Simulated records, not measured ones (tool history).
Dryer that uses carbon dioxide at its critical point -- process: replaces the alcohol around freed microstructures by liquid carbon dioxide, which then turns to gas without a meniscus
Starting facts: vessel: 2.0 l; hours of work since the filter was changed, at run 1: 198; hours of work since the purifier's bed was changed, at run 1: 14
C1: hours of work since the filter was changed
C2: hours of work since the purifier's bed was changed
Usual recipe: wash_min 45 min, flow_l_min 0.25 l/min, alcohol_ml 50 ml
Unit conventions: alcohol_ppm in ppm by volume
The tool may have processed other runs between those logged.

run 1 hour=0 | wash_min=45 flow_l_min=0.25 alcohol_ml=50 | C1=198 C2=14 | alcohol_ppm=347
run 2 hour=7 | wash_min=45 flow_l_min=0.25 alcohol_ml=50 | C1=202 C2=17 | alcohol_ppm=355
run 3 hour=13.1 | wash_min=45 flow_l_min=0.25 alcohol_ml=50 | C1=205 C2=20 | alcohol_ppm=341
run 4 hour=22.8 | wash_min=45 flow_l_min=0.25 alcohol_ml=50 | C1=210 C2=25 | alcohol_ppm=352
run 5 hour=32.5 | wash_min=45 flow_l_min=0.25 alcohol_ml=50 | C1=215 C2=30 | alcohol_ppm=334
run 6 hour=38.2 | wash_min=45 flow_l_min=0.25 alcohol_ml=21 | C1=217 C2=32 | alcohol_ppm=146
run 7 hour=43.7 | wash_min=45 flow_l_min=0.25 alcohol_ml=50 | C1=220 C2=35 | alcohol_ppm=348
run 8 hour=51.9 | wash_min=45 flow_l_min=0.25 alcohol_ml=50 | C1=224 C2=39 | alcohol_ppm=342
run 9 hour=61.1 | wash_min=45 flow_l_min=0.25 alcohol_ml=50 | C1=229 C2=44 | alcohol_ppm=354
run 10 hour=67.2 | wash_min=45 flow_l_min=0.25 alcohol_ml=97 | C1=232 C2=47 | alcohol_ppm=659
run 11 hour=78.8 | wash_min=45 flow_l_min=0.218 alcohol_ml=26 | C1=237 C2=53 | alcohol_ppm=313
run 12 hour=84.4 | wash_min=39 flow_l_min=0.25 alcohol_ml=37 | C1=240 C2=55 | alcohol_ppm=477
run 13 hour=91 | wash_min=39 flow_l_min=0.25 alcohol_ml=37 | C1=243 C2=59 | alcohol_ppm=472
run 14 hour=97.9 | wash_min=45 flow_l_min=0.25 alcohol_ml=57 | C1=247 C2=62 | alcohol_ppm=412
run 15 hour=105.9 | wash_min=29 flow_l_min=0.157 alcohol_ml=75 | C1=251 C2=66 | alcohol_ppm=6489
run 16 hour=115.7 | wash_min=58 flow_l_min=0.161 alcohol_ml=36 | C1=256 C2=71 | alcohol_ppm=495
run 17 hour=122.3 | wash_min=58 flow_l_min=0.161 alcohol_ml=36 | C1=259 C2=74 | alcohol_ppm=504

Expected results for the next run?
run 18 hour=128.8 | wash_min=32 flow_l_min=0.326 alcohol_ml=97 | C1=262 C2=77 | alcohol_ppm=?

{"run 18": {"alcohol_ppm": 1006}}
Minus the tool's unlogged condition, the same run would have read alcohol_ppm 810 ppm by volume.

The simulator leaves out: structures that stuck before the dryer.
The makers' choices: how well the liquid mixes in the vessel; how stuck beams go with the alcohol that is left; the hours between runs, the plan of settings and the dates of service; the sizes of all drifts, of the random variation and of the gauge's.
